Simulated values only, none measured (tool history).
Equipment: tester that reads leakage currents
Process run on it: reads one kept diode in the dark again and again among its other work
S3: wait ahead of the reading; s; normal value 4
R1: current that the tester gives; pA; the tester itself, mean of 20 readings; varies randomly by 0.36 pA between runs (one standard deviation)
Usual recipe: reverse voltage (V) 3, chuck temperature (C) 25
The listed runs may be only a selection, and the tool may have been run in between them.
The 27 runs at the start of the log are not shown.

run 28 hour=708.2 | reverse_voltage_(V)=1.23 chuck_temperature_(C)=34 S3=7.8 | R1=158.23
run 29 hour=728.4 | reverse_voltage_(V)=1.42 chuck_temperature_(C)=26 S3=7.8 | R1=95.63
run 30 hour=758.4 | reverse_voltage_(V)=2.76 chuck_temperature_(C)=32 S3=1.26 | R1=206.48
run 31 hour=797 | reverse_voltage_(V)=2.76 chuck_temperature_(C)=32 S3=1.26 | R1=207.42
run 32 hour=815.8 | reverse_voltage_(V)=3 chuck_temperature_(C)=24 S3=4 | R1=120.97
run 33 hour=836.4 | reverse_voltage_(V)=3 chuck_temperature_(C)=24 S3=4 | R1=121.04
run 34 hour=854.7 | reverse_voltage_(V)=5.55 chuck_temperature_(C)=48 S3=0.71 | R1=877.22
run 35 hour=886 | reverse_voltage_(V)=5.55 chuck_temperature_(C)=48 S3=0.71 | R1=874.92
run 36 hour=907.2 | reverse_voltage_(V)=2.04 chuck_temperature_(C)=25 S3=7.91 | R1=108.05
run 37 hour=923.7 | reverse_voltage_(V)=9.19 chuck_temperature_(C)=25 S3=7.91 | R1=233.33

3 options for the next run, each taken on its own from the tool as it stands now. Forecast them:
run A hour=954.5 | reverse_voltage_(V)=19.2 chuck_temperature_(C)=25 S3=0.89 | R1=?
run B hour=954.5 | reverse_voltage_(V)=2.25 chuck_temperature_(C)=33 S3=4.48 | R1=?
run C hour=954.5 | reverse_voltage_(V)=1.26 chuck_temperature_(C)=31 S3=9.32 | R1=?

run=A R1=348.35
run=B R1=202.9
run=C R1=131.62
The same runs, with their run-to-run variation unchanged, on a tool lacking any hidden condition would have given:
run=A R1=303.76
run=B R1=186.51
run=C R1=121.05

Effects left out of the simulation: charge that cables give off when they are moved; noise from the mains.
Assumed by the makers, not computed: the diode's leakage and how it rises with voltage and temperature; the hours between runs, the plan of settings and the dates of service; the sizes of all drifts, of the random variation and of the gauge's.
